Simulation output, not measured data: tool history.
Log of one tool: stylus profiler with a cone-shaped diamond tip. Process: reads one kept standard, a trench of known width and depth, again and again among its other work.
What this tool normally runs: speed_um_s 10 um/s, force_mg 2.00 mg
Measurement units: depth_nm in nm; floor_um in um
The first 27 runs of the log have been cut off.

{"run": 28, "hour": 288.8, "speed_um_s": 35, "force_mg": 2.0, "depth_nm": 201.41, "floor_um": 47.03}
{"run": 29, "hour": 301.6, "speed_um_s": 35, "force_mg": 2.0, "depth_nm": 201.46, "floor_um": 47.12}
{"run": 30, "hour": 315.6, "speed_um_s": 2, "force_mg": 1.25, "depth_nm": 201.22, "floor_um": 47.2}
{"run": 31, "hour": 322.1, "speed_um_s": 7, "force_mg": 1.16, "depth_nm": 201.1, "floor_um": 47.11}
{"run": 32, "hour": 329.0, "speed_um_s": 7, "force_mg": 1.16, "depth_nm": 200.85, "floor_um": 47.11}
{"run": 33, "hour": 342.6, "speed_um_s": 16, "force_mg": 1.73, "depth_nm": 201.32, "floor_um": 47.12}
{"run": 34, "hour": 351.3, "speed_um_s": 16, "force_mg": 1.73, "depth_nm": 201.38, "floor_um": 47.15}
{"run": 35, "hour": 365.1, "speed_um_s": 23, "force_mg": 3.16, "depth_nm": 202.04, "floor_um": 47.17}
{"run": 36, "hour": 375.3, "speed_um_s": 23, "force_mg": 3.16, "depth_nm": 201.84, "floor_um": 47.2}
{"run": 37, "hour": 386.3, "speed_um_s": 23, "force_mg": 1.67, "depth_nm": 201.35, "floor_um": 47.08}
{"run": 38, "hour": 394.9, "speed_um_s": 23, "force_mg": 1.67, "depth_nm": 201.36, "floor_um": 47.19}
{"run": 39, "hour": 409.7, "speed_um_s": 38, "force_mg": 2.71, "depth_nm": 201.95, "floor_um": 47.09}
{"run": 40, "hour": 417.8, "speed_um_s": 5, "force_mg": 1.31, "depth_nm": 201.21, "floor_um": 47.14}
{"run": 41, "hour": 430.9, "speed_um_s": 5, "force_mg": 2.09, "depth_nm": 201.58, "floor_um": 47.17}
{"run": 42, "hour": 438.5, "speed_um_s": 22, "force_mg": 1.75, "depth_nm": 201.57, "floor_um": 47.11}
{"run": 43, "hour": 449.9, "speed_um_s": 6, "force_mg": 1.75, "depth_nm": 201.23, "floor_um": 47.12}
{"run": 44, "hour": 463.2, "speed_um_s": 6, "force_mg": 1.75, "depth_nm": 201.38, "floor_um": 47.11}
{"run": 45, "hour": 469.4, "speed_um_s": 6, "force_mg": 1.75, "depth_nm": 201.46, "floor_um": 47.18}
{"run": 46, "hour": 482.9, "speed_um_s": 8, "force_mg": 5.2, "depth_nm": 202.8, "floor_um": 47.16}
{"run": 47, "hour": 496.9, "speed_um_s": 8, "force_mg": 5.2, "depth_nm": 202.76, "floor_um": 47.15}

Alternative continuations, all from the tool just after run 47; predict every row:
{"run": "A", "hour": 504.0, "speed_um_s": 2, "force_mg": 2.0, "depth_nm": "?", "floor_um": "?"}
{"run": "B", "hour": 504.0, "speed_um_s": 8, "force_mg": 2.87, "depth_nm": "?", "floor_um": "?"}
{"run": "C", "hour": 504.0, "speed_um_s": 20, "force_mg": 2.21, "depth_nm": "?", "floor_um": "?"}
{"run": "D", "hour": 504.0, "speed_um_s": 37, "force_mg": 1.0, "depth_nm": "?", "floor_um": "?"}

run=A depth_nm=201.56 floor_um=47.20
run=B depth_nm=201.81 floor_um=47.18
run=C depth_nm=201.62 floor_um=47.05
run=D depth_nm=201.05 floor_um=47.03
Take away the tool's hidden state, keep each run's random variation, and the runs would have read:
run=A depth_nm=201.57 floor_um=47.21
run=B depth_nm=201.81 floor_um=47.19
run=C depth_nm=201.63 floor_um=47.06
run=D depth_nm=201.06 floor_um=47.04

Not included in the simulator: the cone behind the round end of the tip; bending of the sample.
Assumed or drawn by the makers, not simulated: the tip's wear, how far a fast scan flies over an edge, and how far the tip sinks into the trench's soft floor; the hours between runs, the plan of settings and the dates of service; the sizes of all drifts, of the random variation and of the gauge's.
